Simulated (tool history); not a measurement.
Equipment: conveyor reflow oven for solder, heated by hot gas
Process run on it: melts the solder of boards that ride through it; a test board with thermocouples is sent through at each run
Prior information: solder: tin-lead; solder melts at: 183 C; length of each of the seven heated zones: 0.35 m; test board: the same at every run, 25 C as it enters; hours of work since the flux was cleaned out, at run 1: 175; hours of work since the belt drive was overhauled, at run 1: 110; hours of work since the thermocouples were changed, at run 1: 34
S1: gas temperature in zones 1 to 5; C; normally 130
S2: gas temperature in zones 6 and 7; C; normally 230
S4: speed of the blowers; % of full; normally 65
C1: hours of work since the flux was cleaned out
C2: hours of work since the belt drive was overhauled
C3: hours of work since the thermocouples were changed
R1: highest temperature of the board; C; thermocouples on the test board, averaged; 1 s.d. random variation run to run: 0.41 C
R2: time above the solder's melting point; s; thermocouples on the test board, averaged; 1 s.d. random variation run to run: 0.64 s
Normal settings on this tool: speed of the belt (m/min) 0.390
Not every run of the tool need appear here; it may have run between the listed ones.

run 1 hour=0.0 | S1=130 S2=230 speed_of_the_belt_(m/min)=0.390 S4=65 | C1=175 C2=110 C3=34 | R1=209.4 R2=66.3
run 2 hour=7.6 | S1=130 S2=230 speed_of_the_belt_(m/min)=0.390 S4=65 | C1=178 C2=113 C3=37 | R1=209.2 R2=64.7
run 3 hour=15.1 | S1=130 S2=239 speed_of_the_belt_(m/min)=0.390 S4=65 | C1=182 C2=117 C3=41 | R1=217.4 R2=76.3
run 4 hour=20.1 | S1=130 S2=239 speed_of_the_belt_(m/min)=0.390 S4=65 | C1=184 C2=119 C3=43 | R1=217.0 R2=76.2
run 5 hour=25.2 | S1=130 S2=230 speed_of_the_belt_(m/min)=0.424 S4=65 | C1=187 C2=122 C3=46 | R1=205.5 R2=54.6
run 6 hour=30.1 | S1=130 S2=230 speed_of_the_belt_(m/min)=0.385 S4=65 | C1=189 C2=124 C3=48 | R1=209.5 R2=67.4
run 7 hour=38.9 | S1=130 S2=230 speed_of_the_belt_(m/min)=0.390 S4=65 | C1=193 C2=128 C3=52 | R1=209.8 R2=66.2
run 8 hour=44.9 | S1=130 S2=230 speed_of_the_belt_(m/min)=0.390 S4=65 | C1=196 C2=131 C3=55 | R1=208.8 R2=66.1
run 9 hour=55.1 | S1=130 S2=230 speed_of_the_belt_(m/min)=0.390 S4=65 | C1=201 C2=136 C3=60 | R1=208.5 R2=65.8
run 10 hour=59.7 | S1=135 S2=230 speed_of_the_belt_(m/min)=0.390 S4=65 | C1=203 C2=138 C3=62 | R1=209.1 R2=69.2
run 11 hour=67.6 | S1=135 S2=230 speed_of_the_belt_(m/min)=0.390 S4=65 | C1=207 C2=142 C3=66 | R1=210.2 R2=69.0
run 12 hour=72.4 | S1=135 S2=230 speed_of_the_belt_(m/min)=0.390 S4=65 | C1=209 C2=144 C3=68 | R1=210.0 R2=69.1
run 13 hour=78.0 | S1=135 S2=230 speed_of_the_belt_(m/min)=0.390 S4=65 | C1=212 C2=147 C3=71 | R1=210.4 R2=69.0
run 14 hour=84.1 | S1=135 S2=230 speed_of_the_belt_(m/min)=0.390 S4=65 | C1=215 C2=150 C3=74 | R1=209.4 R2=69.6
run 15 hour=88.8 | S1=123 S2=237 speed_of_the_belt_(m/min)=0.390 S4=65 | C1=217 C2=152 C3=76 | R1=213.3 R2=68.9
run 16 hour=96.4 | S1=130 S2=243 speed_of_the_belt_(m/min)=0.346 S4=65 | C1=221 C2=156 C3=80 | R1=224.4 R2=96.6
run 17 hour=105.6 | S1=130 S2=230 speed_of_the_belt_(m/min)=0.390 S4=88 | C1=225 C2=160 C3=84 | R1=215.1 R2=75.4
run 18 hour=110.1 | S1=120 S2=241 speed_of_the_belt_(m/min)=0.409 S4=65 | C1=227 C2=162 C3=86 | R1=214.5 R2=64.3
run 19 hour=120.1 | S1=120 S2=241 speed_of_the_belt_(m/min)=0.409 S4=65 | C1=232 C2=167 C3=91 | R1=213.7 R2=63.8
run 20 hour=124.5 | S1=139 S2=230 speed_of_the_belt_(m/min)=0.390 S4=65 | C1=234 C2=169 C3=93 | R1=210.0 R2=72.6
run 21 hour=131.8 | S1=134 S2=221 speed_of_the_belt_(m/min)=0.390 S4=65 | C1=238 C2=173 C3=97 | R1=202.1 R2=56.1
run 22 hour=139.5 | S1=130 S2=230 speed_of_the_belt_(m/min)=0.328 S4=67 | C1=241 C2=176 C3=100 | R1=215.3 R2=89.7
run 23 hour=145.0 | S1=115 S2=230 speed_of_the_belt_(m/min)=0.418 S4=67 | C1=244 C2=179 C3=103 | R1=203.0 R2=46.5
run 24 hour=151.4 | S1=130 S2=232 speed_of_the_belt_(m/min)=0.441 S4=65 | C1=247 C2=182 C3=106 | R1=205.1 R2=52.3

Difference, measured minus no-hidden-state, one row per run. Run-to-run variation is common to both terms; the gauge's own scatter need not be:
The tool's hidden condition here consists of: heat that the gas passes to the board, % of a clean oven's; belt's true speed, % of the reading; true gas temperature in zones 6 and 7 over the reading, C; drift of the gauge itself on peak_c, C; drift of the gauge itself on liquid_s, %.
run=1 R1=-1.2 R2=-2.1
run=2 R1=-1.2 R2=-2.1
run=3 R1=-1.3 R2=-1.7
run=4 R1=-1.4 R2=-1.7
run=5 R1=-1.4 R2=-2.4
run=6 R1=-1.2 R2=-2.2
run=7 R1=-1.3 R2=-2.2
run=8 R1=-1.3 R2=-2.2
run=9 R1=-1.3 R2=-2.3
run=10 R1=-1.3 R2=-2.2
run=11 R1=-1.3 R2=-2.2
run=12 R1=-1.3 R2=-2.2
run=13 R1=-1.4 R2=-2.3
run=14 R1=-1.4 R2=-2.2
run=15 R1=-1.6 R2=-2.3
run=16 R1=-1.4 R2=-1.4
run=17 R1=-1.7 R2=-2.5
run=18 R1=-1.9 R2=-2.4
run=19 R1=-2.0 R2=-2.6
run=20 R1=-1.4 R2=-2.3
run=21 R1=-1.4 R2=-3.2
run=22 R1=-1.2 R2=-2.1
run=23 R1=-2.0 R2=-3.6
run=24 R1=-1.9 R2=-3.2

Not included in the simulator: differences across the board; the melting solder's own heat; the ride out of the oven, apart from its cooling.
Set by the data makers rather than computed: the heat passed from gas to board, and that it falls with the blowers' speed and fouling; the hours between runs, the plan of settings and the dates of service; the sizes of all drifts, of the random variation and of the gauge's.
